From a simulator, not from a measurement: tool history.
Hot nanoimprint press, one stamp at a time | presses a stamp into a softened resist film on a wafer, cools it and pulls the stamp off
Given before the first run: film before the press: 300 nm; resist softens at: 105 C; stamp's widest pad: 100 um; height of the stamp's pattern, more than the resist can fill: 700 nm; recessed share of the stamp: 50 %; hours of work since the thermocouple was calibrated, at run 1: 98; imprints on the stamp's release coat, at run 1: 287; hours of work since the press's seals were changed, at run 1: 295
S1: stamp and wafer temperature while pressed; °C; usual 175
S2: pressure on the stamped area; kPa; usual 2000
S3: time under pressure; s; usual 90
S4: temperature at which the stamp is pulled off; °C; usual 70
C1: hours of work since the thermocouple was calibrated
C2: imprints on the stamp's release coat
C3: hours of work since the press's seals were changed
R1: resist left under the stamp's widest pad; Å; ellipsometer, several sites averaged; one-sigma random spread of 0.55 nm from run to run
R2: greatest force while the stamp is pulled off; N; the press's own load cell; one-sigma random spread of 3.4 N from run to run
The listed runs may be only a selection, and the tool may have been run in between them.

{"run": 1, "hour": 0.0, "S1": 175, "S2": 2000, "S3": 90, "S4": 70, "C1": 98, "C2": 287, "C3": 295, "R1": 1568, "R2": 174}
{"run": 2, "hour": 11.4, "S1": 175, "S2": 2000, "S3": 90, "S4": 70, "C1": 107, "C2": 338, "C3": 304, "R1": 1568, "R2": 182}
{"run": 3, "hour": 21.4, "S1": 175, "S2": 2000, "S3": 90, "S4": 70, "C1": 115, "C2": 382, "C3": 312, "R1": 1567, "R2": 179}
{"run": 4, "hour": 33.9, "S1": 175, "S2": 2000, "S3": 90, "S4": 70, "C1": 125, "C2": 438, "C3": 322, "R1": 1558, "R2": 184}
{"run": 5, "hour": 47.8, "S1": 175, "S2": 2530, "S3": 90, "S4": 70, "C1": 136, "C2": 499, "C3": 333, "R1": 1424, "R2": 180}
{"run": 6, "hour": 56.3, "S1": 175, "S2": 2000, "S3": 90, "S4": 70, "C1": 142, "C2": 537, "C3": 340, "R1": 1560, "R2": 179}
{"run": 7, "hour": 69.1, "S1": 175, "S2": 2000, "S3": 90, "S4": 70, "C1": 153, "C2": 593, "C3": 350, "R1": 1552, "R2": 189}
{"run": 8, "hour": 76.6, "S1": 175, "S2": 2000, "S3": 90, "S4": 70, "C1": 158, "C2": 627, "C3": 356, "R1": 1552, "R2": 192}
{"run": 9, "hour": 85.8, "S1": 175, "S2": 2710, "S3": 90, "S4": 70, "C1": 166, "C2": 668, "C3": 363, "R1": 1357, "R2": 189}
{"run": 10, "hour": 97.4, "S1": 175, "S2": 2000, "S3": 72, "S4": 70, "C1": 175, "C2": 719, "C3": 372, "R1": 1673, "R2": 191}
{"run": 11, "hour": 109.6, "S1": 175, "S2": 2000, "S3": 72, "S4": 70, "C1": 185, "C2": 773, "C3": 382, "R1": 1684, "R2": 197}
{"run": 12, "hour": 122.8, "S1": 175, "S2": 2000, "S3": 131, "S4": 70, "C1": 195, "C2": 832, "C3": 392, "R1": 1342, "R2": 202}
{"run": 13, "hour": 134.8, "S1": 175, "S2": 2000, "S3": 131, "S4": 70, "C1": 205, "C2": 885, "C3": 402, "R1": 1346, "R2": 201}
{"run": 14, "hour": 145.9, "S1": 175, "S2": 2000, "S3": 131, "S4": 70, "C1": 213, "C2": 934, "C3": 411, "R1": 1347, "R2": 202}
{"run": 15, "hour": 154.7, "S1": 175, "S2": 2000, "S3": 131, "S4": 71, "C1": 220, "C2": 973, "C3": 417, "R1": 1339, "R2": 201}
{"hour": 158.6, "done": "plate thermocouple calibrated"}
{"run": 16, "hour": 172.8, "S1": 175, "S2": 2100, "S3": 90, "S4": 70, "C1": 11, "C2": 1040, "C3": 429, "R1": 1488, "R2": 204}
{"run": 17, "hour": 182.9, "S1": 175, "S2": 2100, "S3": 90, "S4": 70, "C1": 19, "C2": 1085, "C3": 437, "R1": 1484, "R2": 207}
{"run": 18, "hour": 194.3, "S1": 168, "S2": 1460, "S3": 76, "S4": 70, "C1": 28, "C2": 1135, "C3": 446, "R1": 2150, "R2": 214}
{"run": 19, "hour": 204.5, "S1": 175, "S2": 3050, "S3": 90, "S4": 66, "C1": 36, "C2": 1180, "C3": 455, "R1": 1284, "R2": 230}
{"run": 20, "hour": 212.4, "S1": 177, "S2": 2000, "S3": 90, "S4": 70, "C1": 43, "C2": 1215, "C3": 461, "R1": 1408, "R2": 214}
{"run": 21, "hour": 220.0, "S1": 177, "S2": 2000, "S3": 90, "S4": 70, "C1": 49, "C2": 1249, "C3": 467, "R1": 1420, "R2": 208}
{"run": 22, "hour": 230.7, "S1": 179, "S2": 1320, "S3": 59, "S4": 66, "C1": 57, "C2": 1297, "C3": 475, "R1": 1811, "R2": 222}
{"hour": 240.6, "done": "plate thermocouple calibrated, once more"}
{"run": 23, "hour": 248.5, "S1": 181, "S2": 1940, "S3": 54, "S4": 57, "C1": 6, "C2": 1362, "C3": 487, "R1": 1601, "R2": 273}
{"run": 24, "hour": 258.5, "S1": 175, "S2": 2240, "S3": 132, "S4": 64, "C1": 14, "C2": 1407, "C3": 495, "R1": 1314, "R2": 259}
{"run": 25, "hour": 266.1, "S1": 175, "S2": 2240, "S3": 132, "S4": 64, "C1": 20, "C2": 1440, "C3": 501, "R1": 1305, "R2": 266}
{"hour": 276.1, "done": "stamp cleaned and given a new release coat"}
{"run": 26, "hour": 283.5, "S1": 164, "S2": 1840, "S3": 132, "S4": 78, "C1": 29, "C2": 33, "C3": 510, "R1": 2011, "R2": 137}
{"run": 27, "hour": 295.8, "S1": 164, "S2": 1840, "S3": 55, "S4": 76, "C1": 39, "C2": 87, "C3": 520, "R1": 2432, "R2": 146}
{"run": 28, "hour": 309.1, "S1": 164, "S2": 1840, "S3": 55, "S4": 76, "C1": 49, "C2": 146, "C3": 530, "R1": 2423, "R2": 144}
{"run": 29, "hour": 317.2, "S1": 164, "S2": 1310, "S3": 58, "S4": 70, "C1": 56, "C2": 182, "C3": 537, "R1": 2558, "R2": 169}

Predict each of these 4 candidate next runs independently; none follows another, all start after run 29:
{"run": "A", "hour": 325.4, "S1": 175, "S2": 1960, "S3": 69, "S4": 56, "C1": 62, "C2": 219, "C3": 543, "R1": "?", "R2": "?"}
{"run": "B", "hour": 325.4, "S1": 175, "S2": 2050, "S3": 52, "S4": 70, "C1": 62, "C2": 219, "C3": 543, "R1": "?", "R2": "?"}
{"run": "C", "hour": 325.4, "S1": 175, "S2": 1310, "S3": 58, "S4": 56, "C1": 62, "C2": 219, "C3": 543, "R1": "?", "R2": "?"}
{"run": "D", "hour": 325.4, "S1": 181, "S2": 1310, "S3": 58, "S4": 59, "C1": 62, "C2": 219, "C3": 543, "R1": "?", "R2": "?"}

run=A R1=1744 R2=217
run=B R1=1879 R2=177
run=C R1=2068 R2=212
run=D R1=1775 R2=207
The same runs, with their run-to-run variation unchanged, on a tool lacking any hidden condition would have given:
run=A R1=1747 R2=205
run=B R1=1882 R2=168
run=C R1=2074 R2=201
run=D R1=1780 R2=196
